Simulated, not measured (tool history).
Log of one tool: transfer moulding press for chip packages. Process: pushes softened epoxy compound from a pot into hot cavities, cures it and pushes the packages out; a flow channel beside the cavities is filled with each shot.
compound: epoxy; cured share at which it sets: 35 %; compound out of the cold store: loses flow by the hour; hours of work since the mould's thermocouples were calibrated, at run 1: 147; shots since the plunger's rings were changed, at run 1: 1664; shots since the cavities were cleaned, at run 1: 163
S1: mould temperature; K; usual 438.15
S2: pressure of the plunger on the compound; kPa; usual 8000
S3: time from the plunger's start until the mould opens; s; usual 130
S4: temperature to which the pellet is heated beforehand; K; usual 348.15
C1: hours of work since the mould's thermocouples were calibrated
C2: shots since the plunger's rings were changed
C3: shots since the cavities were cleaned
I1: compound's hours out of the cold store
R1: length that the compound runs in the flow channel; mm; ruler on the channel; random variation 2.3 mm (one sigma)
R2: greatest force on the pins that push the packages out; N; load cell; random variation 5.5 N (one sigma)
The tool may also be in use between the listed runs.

run,day,S1,S2,S3,S4,C1,C2,C3,I1,R1,R2
1,0,438.15,8000,130,348.15,147,1664,163,25.4,745,219
2,1.929,438.15,8000,130,348.15,179,2134,633,43.3,701,295
# day 3.617: cavities cleaned with cleaning compound and waxed
3,4.4,438.15,8000,130,348.15,219,2720,190,22.7,747,223
4,5.421,438.15,6350,130,348.15,236,2969,439,22,666,267
5,6.921,438.15,6350,116,348.15,261,3334,804,23.5,663,351
# day 7.871: cavities cleaned with cleaning compound and waxed
6,8.392,438.15,6350,116,348.15,284,3677,127,26.9,652,247
7,10.012,438.15,6350,116,348.15,311,4072,522,28.5,648,315
8,11.667,438.15,6350,116,348.15,338,4474,924,46.5,611,337
# day 12.133: cavities cleaned with cleaning compound and waxed
9,13.129,438.15,8000,130,348.15,362,4816,242,15.6,755,231
10,14.988,438.15,8000,130,348.15,392,5268,694,23.5,732,301
# day 16.521: cavities cleaned with cleaning compound and waxed
11,16.825,438.15,8000,130,352.15,422,5700,73,12.1,761,208
# day 17.638: mould's thermocouples calibrated
12,18.154,438.15,8000,130,352.15,9,6004,377,35.4,703,254
# day 20.342: plunger's sealing rings changed
13,20.475,438.15,8000,130,348.15,45,32,916,28,751,315
# day 21.008: cavities cleaned with cleaning compound and waxed
14,22.438,438.15,8000,130,348.15,77,495,348,10.2,787,247
15,24.583,438.15,8180,130,348.15,112,1018,871,10.1,799,328
# day 25.3: cavities cleaned with cleaning compound and waxed
16,25.8,443.15,8830,130,344.15,131,1299,122,10.4,799,191
17,27.029,438.15,8000,166,348.15,152,1598,421,37.3,719,246
18,28.221,438.15,8000,149,348.15,172,1888,711,10.3,784,283
# day 29.571: cavities cleaned with cleaning compound and waxed
19,30.521,443.15,8640,111,357.15,209,2433,231,19.6,761,240
20,31.888,431.15,8000,135,352.15,231,2766,564,44.7,729,365
21,33.067,431.15,7790,168,351.15,251,3054,852,16.3,793,313
# day 33.742: cavities cleaned with cleaning compound and waxed
22,35.246,438.15,9240,130,357.15,286,3569,366,38,760,247
23,36.467,434.15,8000,123,348.15,306,3866,663,15.4,783,378
# day 37.933: cavities cleaned with cleaning compound and waxed
24,38.2,434.15,8000,123,348.15,334,4273,65,13.3,782,263
25,40.192,431.15,8000,150,348.15,367,4758,550,32.3,748,305
# day 42.188: cavities cleaned with cleaning compound and waxed
26,42.304,431.15,8000,141,348.15,401,5257,29,27.3,759,237
27,43.317,441.15,7140,163,347.15,418,5504,276,14.3,701,225
# day 44.229: mould's thermocouples calibrated
28,44.725,441.15,7140,163,347.15,8,5826,598,9.3,714,269

Some steps in R1 between neighbouring runs. How much of each would the tool show without its hidden state too (settings, what came in, random variation), and how much is left for the hidden state, with any gauge scatter that isn't in both results?
The hidden state here: true mould temperature over the reading, C; pressure that reaches the compound, % of what is set; grip of the stained cavities, % over clean ones'; drift of the gauge itself on flow_mm, %; drift of the gauge itself on push_out_n, %.
Run 3 -> 4: S2 8000 -> 6350. R1 -81 mm: hidden state +1, all else -82.
Run 8 -> 9: S2 6350 -> 8000, S3 116 -> 130, cavities cleaned with cleaning compound and waxed. R1 +144 mm: hidden state -7, all else +151.
Run 12 -> 13: S4 352.15 -> 348.15, plunger's sealing rings changed. R1 +48 mm: hidden state +27, all else +21.

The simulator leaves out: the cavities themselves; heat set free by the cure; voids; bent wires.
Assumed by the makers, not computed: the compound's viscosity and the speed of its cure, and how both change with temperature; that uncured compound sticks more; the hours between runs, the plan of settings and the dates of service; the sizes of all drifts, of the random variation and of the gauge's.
